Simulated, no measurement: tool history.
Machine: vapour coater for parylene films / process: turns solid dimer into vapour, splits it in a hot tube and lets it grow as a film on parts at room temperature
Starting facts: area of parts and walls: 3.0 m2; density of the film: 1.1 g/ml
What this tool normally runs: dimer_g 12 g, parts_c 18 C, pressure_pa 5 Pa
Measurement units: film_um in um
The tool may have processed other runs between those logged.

run 1 day=0 | dimer_g=12 parts_c=18 pressure_pa=5 | film_um=2.72
run 2 day=0.646 | dimer_g=12 parts_c=18 pressure_pa=5 | film_um=2.75
run 3 day=1.508 | dimer_g=12 parts_c=18 pressure_pa=5 | film_um=2.74
run 4 day=1.9 | dimer_g=12 parts_c=18 pressure_pa=5 | film_um=2.74
run 5 day=2.608 | dimer_g=12 parts_c=18 pressure_pa=5 | film_um=2.74
run 6 day=3.012 | dimer_g=12 parts_c=18 pressure_pa=5 | film_um=2.76
run 7 day=3.692 | dimer_g=12 parts_c=18 pressure_pa=5 | film_um=2.78
-- day=4.012 trap's valve overhauled
run 8 day=4.6 | dimer_g=12 parts_c=18 pressure_pa=5 | film_um=2.78
run 9 day=5.017 | dimer_g=12 parts_c=18 pressure_pa=6.07 | film_um=2.69
run 10 day=5.608 | dimer_g=12 parts_c=18 pressure_pa=6.07 | film_um=2.68
run 11 day=6.096 | dimer_g=12 parts_c=18 pressure_pa=6.07 | film_um=2.73
run 12 day=6.817 | dimer_g=10 parts_c=18 pressure_pa=3.19 | film_um=2.46
run 13 day=7.367 | dimer_g=10 parts_c=18 pressure_pa=3.19 | film_um=2.45

Estimate the outcome of run 14 from the log above:
-- day=7.971 gauge calibrated
run 14 day=7.979 | dimer_g=11 parts_c=25 pressure_pa=10.53 | film_um=?

Run 14 measured film_um 1.79 um.
If the tool had no hidden condition, the same run with the same run-to-run variation would have returned film_um 1.8 um.
